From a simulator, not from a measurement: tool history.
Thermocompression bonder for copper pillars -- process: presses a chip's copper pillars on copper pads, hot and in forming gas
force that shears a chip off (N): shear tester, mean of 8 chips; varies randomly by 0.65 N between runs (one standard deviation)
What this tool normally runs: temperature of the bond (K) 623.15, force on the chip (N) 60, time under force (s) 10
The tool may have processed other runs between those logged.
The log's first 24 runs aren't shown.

run     day  temperature of the bond (K)  force on the chip (N)  time under force (s)  force that shears a chip off (N)
 25  18.012                       600.15                     39                    22                              31.3
 26  18.762                       634.15                     50                     8                              33.6
 27  19.525                       634.15                     50                     8                              32.0
     19.975  -- forming gas filter changed
 28  20.392                       598.15                     80                    12                              40.3
 29  21.121                       630.15                     62                    11                              42.9
 30  21.904                       605.15                     62                    10                              33.5
 31  22.904                       605.15                     62                    10                              35.1
 32  23.550                       605.15                     62                    10                              33.3
 33  24.479                       653.15                     49                     7                              36.7
 34  25.433                       624.15                     60                     6                              31.1
 35  26.488                       623.15                     40                     8                              27.3
 36  27.125                       623.15                     40                     8                              26.1
 37  28.083                       623.15                     48                     8                              29.5
 38  28.588                       623.15                     53                    13                              39.1
 39  29.504                       609.15                     60                    18                              44.3

Alternative continuations, all from the tool just after run 39; predict every row:
  A  30.400                       631.15                     38                    30                                 ?
  B  30.400                       621.15                     60                    17                                 ?
  C  30.400                       598.15                     60                    12                                 ?
  D  30.400                       607.15                     38                     7                                 ?

run  force that shears a chip off (N)
  A                              46.0
  B                              46.5
  C                              32.9
  D                              20.0
Take away the tool's hidden state, keep each run's random variation, and the runs would have read:
run  force that shears a chip off (N)
  A                              50.5
  B                              51.1
  C                              36.6
  D                              22.5

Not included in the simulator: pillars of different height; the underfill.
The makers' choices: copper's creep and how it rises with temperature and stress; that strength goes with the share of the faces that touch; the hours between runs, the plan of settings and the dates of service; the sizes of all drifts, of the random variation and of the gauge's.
